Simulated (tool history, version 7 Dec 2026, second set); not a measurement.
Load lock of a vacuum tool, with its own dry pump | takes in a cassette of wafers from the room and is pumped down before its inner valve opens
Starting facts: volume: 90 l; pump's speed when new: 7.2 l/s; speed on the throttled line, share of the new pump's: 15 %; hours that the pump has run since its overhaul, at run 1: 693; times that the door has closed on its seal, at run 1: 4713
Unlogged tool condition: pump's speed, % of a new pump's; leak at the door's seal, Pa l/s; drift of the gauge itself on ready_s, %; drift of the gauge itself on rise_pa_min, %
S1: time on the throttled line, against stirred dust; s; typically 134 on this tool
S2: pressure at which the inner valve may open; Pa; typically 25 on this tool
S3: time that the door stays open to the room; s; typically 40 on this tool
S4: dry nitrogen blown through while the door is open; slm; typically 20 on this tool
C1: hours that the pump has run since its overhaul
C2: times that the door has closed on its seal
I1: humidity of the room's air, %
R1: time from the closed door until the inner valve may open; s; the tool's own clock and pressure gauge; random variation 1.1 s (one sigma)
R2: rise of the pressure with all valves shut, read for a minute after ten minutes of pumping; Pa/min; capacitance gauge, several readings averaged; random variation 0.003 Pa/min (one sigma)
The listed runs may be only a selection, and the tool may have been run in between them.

run 1 hour=0.0 | S1=134 S2=25 S3=40 S4=20 | C1=693 C2=4713 | I1=41.6 | R1=217.5 R2=0.017
run 2 hour=107.6 | S1=134 S2=25 S3=39 S4=20 | C1=801 C2=5136 | I1=45.5 | R1=218.4 R2=0.018
run 3 hour=213.2 | S1=134 S2=25 S3=40 S4=20 | C1=906 C2=5550 | I1=41.3 | R1=217.3 R2=0.016
run 4 hour=337.2 | S1=134 S2=25 S3=40 S4=20 | C1=1031 C2=6037 | I1=44.2 | R1=219.4 R2=0.018
run 5 hour=460.3 | S1=134 S2=25 S3=82 S4=20 | C1=1154 C2=6521 | I1=46.3 | R1=218.6 R2=0.023
run 6 hour=545.0 | S1=134 S2=25 S3=82 S4=20 | C1=1238 C2=6854 | I1=45.4 | R1=219.4 R2=0.020
run 7 hour=635.9 | S1=134 S2=25 S3=40 S4=16 | C1=1329 C2=7210 | I1=47.1 | R1=217.3 R2=0.023
run 8 hour=689.0 | S1=134 S2=25 S3=40 S4=16 | C1=1382 C2=7419 | I1=44.2 | R1=218.9 R2=0.026
run 9 hour=775.0 | S1=134 S2=25 S3=40 S4=16 | C1=1468 C2=7757 | I1=43.5 | R1=219.3 R2=0.028
run 10 hour=863.4 | S1=134 S2=25 S3=40 S4=20 | C1=1557 C2=8104 | I1=45.6 | R1=219.4 R2=0.026
run 11 hour=969.1 | S1=134 S2=25 S3=89 S4=20 | C1=1662 C2=8519 | I1=45.9 | R1=217.7 R2=0.032
run 12 hour=1078.7 | S1=134 S2=25 S3=103 S4=20 | C1=1772 C2=8949 | I1=44.3 | R1=220.8 R2=0.034
run 13 hour=1151.3 | S1=109 S2=25 S3=40 S4=20 | C1=1845 C2=9235 | I1=46.5 | R1=196.8 R2=0.023
run 14 hour=1206.2 | S1=134 S2=25 S3=40 S4=20 | C1=1899 C2=9450 | I1=46.1 | R1=220.7 R2=0.028
run 15 hour=1280.2 | S1=134 S2=25 S3=40 S4=20 | C1=1974 C2=9741 | I1=46.8 | R1=220.4 R2=0.030
run 16 hour=1358.8 | S1=134 S2=25 S3=74 S4=20 | C1=2052 C2=10050 | I1=42.3 | R1=219.4 R2=0.029
run 17 hour=1434.6 | S1=134 S2=39 S3=40 S4=20 | C1=2128 C2=10348 | I1=44.3 | R1=212.3 R2=0.030
run 18 hour=1552.3 | S1=118 S2=39 S3=40 S4=20 | C1=2246 C2=10810 | I1=44.2 | R1=200.8 R2=0.033
run 19 hour=1633.2 | S1=74 S2=39 S3=40 S4=20 | C1=2326 C2=11127 | I1=46.3 | R1=164.0 R2=0.042
run 20 hour=1720.3 | S1=74 S2=22 S3=40 S4=20 | C1=2414 C2=11469 | I1=48.8 | R1=170.7 R2=0.030
run 21 hour=1819.1 | S1=74 S2=24 S3=40 S4=20 | C1=2512 C2=11858 | I1=43.4 | R1=168.6 R2=0.035
run 22 hour=1942.2 | S1=74 S2=24 S3=40 S4=20 | C1=2635 C2=12341 | I1=42.9 | R1=169.2 R2=0.039
run 23 hour=2029.5 | S1=74 S2=24 S3=40 S4=20 | C1=2723 C2=12684 | I1=44.8 | R1=168.5 R2=0.043
run 24 hour=2105.2 | S1=109 S2=43 S3=151 S4=27 | C1=2798 C2=12981 | I1=47.1 | R1=191.2 R2=0.045

Run 25, settings as shown, results not yet in. Your forecast:
run 25 hour=2203.6 | S1=109 S2=43 S3=151 S4=27 | C1=2897 C2=13368 | I1=48.1 | R1=? R2=?

{"run 25": {"R1": 192.5, "R2": 0.043}}
The same run, on a tool lacking any hidden state, would have yielded R1 191.0 s, R2 0.008 Pa/min.
